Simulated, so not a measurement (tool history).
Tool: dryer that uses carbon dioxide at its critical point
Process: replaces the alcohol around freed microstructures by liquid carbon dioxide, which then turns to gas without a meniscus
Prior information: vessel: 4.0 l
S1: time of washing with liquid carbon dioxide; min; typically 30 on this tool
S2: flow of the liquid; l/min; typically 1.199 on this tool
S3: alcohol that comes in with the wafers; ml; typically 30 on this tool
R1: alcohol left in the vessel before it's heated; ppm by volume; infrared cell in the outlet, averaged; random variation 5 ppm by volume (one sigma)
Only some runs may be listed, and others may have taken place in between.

run 1 hour=0.0 | S1=30 S2=1.199 S3=30 | R1=44
run 2 hour=13.0 | S1=30 S2=1.199 S3=30 | R1=38
run 3 hour=25.2 | S1=30 S2=1.199 S3=30 | R1=54
run 4 hour=36.2 | S1=30 S2=1.199 S3=30 | R1=41
run 5 hour=52.6 | S1=30 S2=1.199 S3=84 | R1=63
run 6 hour=76.2 | S1=30 S2=1.199 S3=30 | R1=44
run 7 hour=93.8 | S1=44 S2=1.199 S3=30 | R1=37
run 8 hour=116.8 | S1=44 S2=1.199 S3=30 | R1=32
run 9 hour=131.7 | S1=25 S2=1.199 S3=30 | R1=74
run 10 hour=157.6 | S1=25 S2=1.199 S3=30 | R1=61
run 11 hour=176.6 | S1=30 S2=1.199 S3=30 | R1=52
run 12 hour=189.0 | S1=30 S2=1.199 S3=30 | R1=51
run 13 hour=206.0 | S1=32 S2=1.360 S3=35 | R1=45
run 14 hour=230.0 | S1=32 S2=1.360 S3=35 | R1=46
run 15 hour=247.9 | S1=32 S2=1.930 S3=93 | R1=46
run 16 hour=261.8 | S1=39 S2=1.510 S3=75 | R1=42
run 17 hour=280.8 | S1=39 S2=1.510 S3=75 | R1=57
run 18 hour=297.5 | S1=48 S2=0.970 S3=20 | R1=47
run 19 hour=310.3 | S1=48 S2=0.970 S3=20 | R1=37
run 20 hour=331.7 | S1=25 S2=1.199 S3=30 | R1=72
run 21 hour=356.9 | S1=32 S2=1.680 S3=80 | R1=48
run 22 hour=371.1 | S1=32 S2=1.680 S3=80 | R1=47
run 23 hour=382.4 | S1=23 S2=0.990 S3=30 | R1=187
run 24 hour=400.4 | S1=41 S2=0.990 S3=30 | R1=52

3 ways to go on from here, each from the tool as it stands after run 24. What would each give?
run A hour=414.4 | S1=41 S2=0.990 S3=25 | R1=?
run B hour=414.4 | S1=22 S2=1.270 S3=57 | R1=?
run C hour=414.4 | S1=18 S2=1.199 S3=24 | R1=?

run=A R1=46
run=B R1=142
run=C R1=178
With no hidden state in the tool, these same runs would have given:
run=A R1=0
run=B R1=56
run=C R1=89

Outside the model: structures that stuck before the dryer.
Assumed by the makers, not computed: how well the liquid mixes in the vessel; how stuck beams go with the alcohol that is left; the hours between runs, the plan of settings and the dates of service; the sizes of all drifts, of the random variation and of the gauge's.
